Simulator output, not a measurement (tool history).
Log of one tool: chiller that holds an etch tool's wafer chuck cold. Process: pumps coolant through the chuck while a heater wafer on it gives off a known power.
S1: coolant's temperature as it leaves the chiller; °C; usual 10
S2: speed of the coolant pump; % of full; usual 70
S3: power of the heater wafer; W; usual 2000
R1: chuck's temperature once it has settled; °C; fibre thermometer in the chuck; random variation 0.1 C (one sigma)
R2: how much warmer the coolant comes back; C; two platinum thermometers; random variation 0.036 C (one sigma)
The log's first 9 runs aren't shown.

run     day  S1  S2    S3    R1     R2
 10   8.858  10  70  1901  36.3   6.41
 11   9.558  10  70  1901  36.5   6.38
 12  11.038  10  70  1901  36.4   6.40
 13  12.658  18  70  2000  45.9   6.79
 14  13.638   3  70  2000  31.1   6.69
 15  15.062  10  70  2877  50.6   9.75
 16  16.533  10  70  2877  50.6   9.68
 17  17.196   3  60  1991  34.8   7.81
 18  18.396   3  60  1991  35.2   7.86
 19  19.088  10  77  2000  35.7   6.19
 20  20.304   7  64  2368  43.0   8.74
 21  21.346   7  64  2368  43.3   8.77
 22  22.604   7  64  2368  43.5   8.74
 23  24.058  17  70  1594  39.7   5.43
 24  24.754  17  62  2788  61.1  10.68
     25.575  -- chiller's thermometer calibrated
 25  25.771   9  77  1848  33.9   5.67
 26  26.750   2  95  1848  22.9   4.69
 27  28.192   2  95  1848  22.7   4.70
 28  29.417   3  69  1848  30.4   6.39
 29  30.979   1  82  1007  14.0   2.95
 30  32.225   1  64  1568  25.8   5.89
 31  33.521  19  64  2784  63.2  10.42

Forecast each of these 5 alternatives for the next run:
  A  34.196   0  61  1538   ?   ?
  B  34.196  19  64  2784   ?   ?
  C  34.196  15  70  2000   ?   ?
  D  34.196  10  70  1498   ?   ?
  E  34.196   3  64  2979   ?   ?

run    R1     R2
  A  25.6   6.00
  B  63.4  10.39
  C  44.5   6.85
  D  32.3   5.18
  E  50.4  11.12
Without the tool's hidden state the same runs would have given:
run    R1     R2
  A  22.1   5.75
  B  57.3   9.97
  C  40.5   6.57
  D  29.3   4.96
  E  43.9  10.67

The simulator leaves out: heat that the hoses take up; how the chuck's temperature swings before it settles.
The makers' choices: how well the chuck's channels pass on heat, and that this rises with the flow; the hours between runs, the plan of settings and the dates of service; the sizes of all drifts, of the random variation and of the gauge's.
